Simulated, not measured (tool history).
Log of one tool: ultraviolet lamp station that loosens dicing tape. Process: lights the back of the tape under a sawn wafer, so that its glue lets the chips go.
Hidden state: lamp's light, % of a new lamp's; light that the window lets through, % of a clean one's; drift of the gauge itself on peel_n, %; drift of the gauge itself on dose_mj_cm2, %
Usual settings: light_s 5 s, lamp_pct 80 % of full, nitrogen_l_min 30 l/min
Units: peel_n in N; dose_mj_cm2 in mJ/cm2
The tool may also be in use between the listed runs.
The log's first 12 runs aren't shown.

| run | hour | light_s | lamp_pct | nitrogen_l_min | hours of work of the lamp | hours of work since the window was cleaned | peel_n | dose_mj_cm2 |
|---|---|---|---|---|---|---|---|---|
| 13 | 174 | 6 | 80 | 30 | 395 | 360 | 0.341 | 366 |
| 14 | 186.8 | 2 | 80 | 30 | 404 | 370 | 1.282 | 121 |
| 15 | 196.8 | 2 | 80 | 30 | 412 | 377 | 1.34 | 121 |
| 16 | 212.5 | 2 | 80 | 30 | 423 | 388 | 1.374 | 125 |
| 17 | 224.5 | 5 | 80 | 30 | 432 | 397 | 0.444 | 298 |
| 18 | 236.2 | 5 | 80 | 30 | 440 | 406 | 0.461 | 307 |
| 19 | 253.8 | 5 | 80 | 30 | 453 | 418 | 0.445 | 300 |
| 20 | 273 | 5 | 98 | 30 | 467 | 432 | 0.34 | 374 |
| 21 | 281.1 | 4 | 74 | 30 | 473 | 438 | 0.68 | 223 |
| 22 | 291 | 6 | 90 | 23 | 480 | 446 | 0.354 | 410 |
| 23 | 306.4 | 5 | 80 | 38 | 491 | 457 | 0.377 | 301 |
| 24 | 319.7 | 5 | 80 | 38 | 501 | 466 | 0.382 | 300 |
| 25 | 334.1 | 3 | 80 | 38 | 511 | 477 | 0.771 | 180 |
| 26 | 343.8 | 3 | 80 | 38 | 518 | 484 | 0.82 | 181 |
| 27 | 352.9 | 3 | 80 | 38 | 525 | 490 | 0.813 | 184 |
| 28 | 366.6 | 3 | 75 | 17 | 535 | 500 | 1.225 | 168 |
| 29 | 384.8 | 3 | 75 | 37 | 548 | 514 | 0.906 | 169 |
| 30 | 393.2 | 6 | 75 | 38 | 554 | 520 | 0.328 | 342 |
| 31 | 412.6 | 6 | 90 | 9 | 568 | 534 | 0.607 | 409 |
| 32 | 426.2 | 6 | 90 | 9 | 578 | 544 | 0.587 | 405 |
| 33 | 443.2 | 6 | 90 | 9 | 591 | 556 | 0.607 | 409 |
| 34 | 461 | 2 | 68 | 9 | 603 | 569 | 1.994 | 102 |

4 ways to go on from here, each from the tool as it stands after run 34. What would each give?
| A | 471.8 | 7 | 60 | 28 | 611 | 577 | ? | ? |
| B | 471.8 | 5 | 72 | 30 | 611 | 577 | ? | ? |
| C | 471.8 | 9 | 68 | 15 | 611 | 577 | ? | ? |
| D | 471.8 | 10 | 95 | 9 | 611 | 577 | ? | ? |

| run | peel_n | dose_mj_cm2 |
|---|---|---|
| A | 0.432 | 319 |
| B | 0.496 | 273 |
| C | 0.371 | 466 |
| D | 0.278 | 723 |
Without the tool's hidden state the same runs would have given:
| run | peel_n | dose_mj_cm2 |
|---|---|---|
| A | 0.43 | 320 |
| B | 0.494 | 274 |
| C | 0.369 | 467 |
| D | 0.277 | 726 |

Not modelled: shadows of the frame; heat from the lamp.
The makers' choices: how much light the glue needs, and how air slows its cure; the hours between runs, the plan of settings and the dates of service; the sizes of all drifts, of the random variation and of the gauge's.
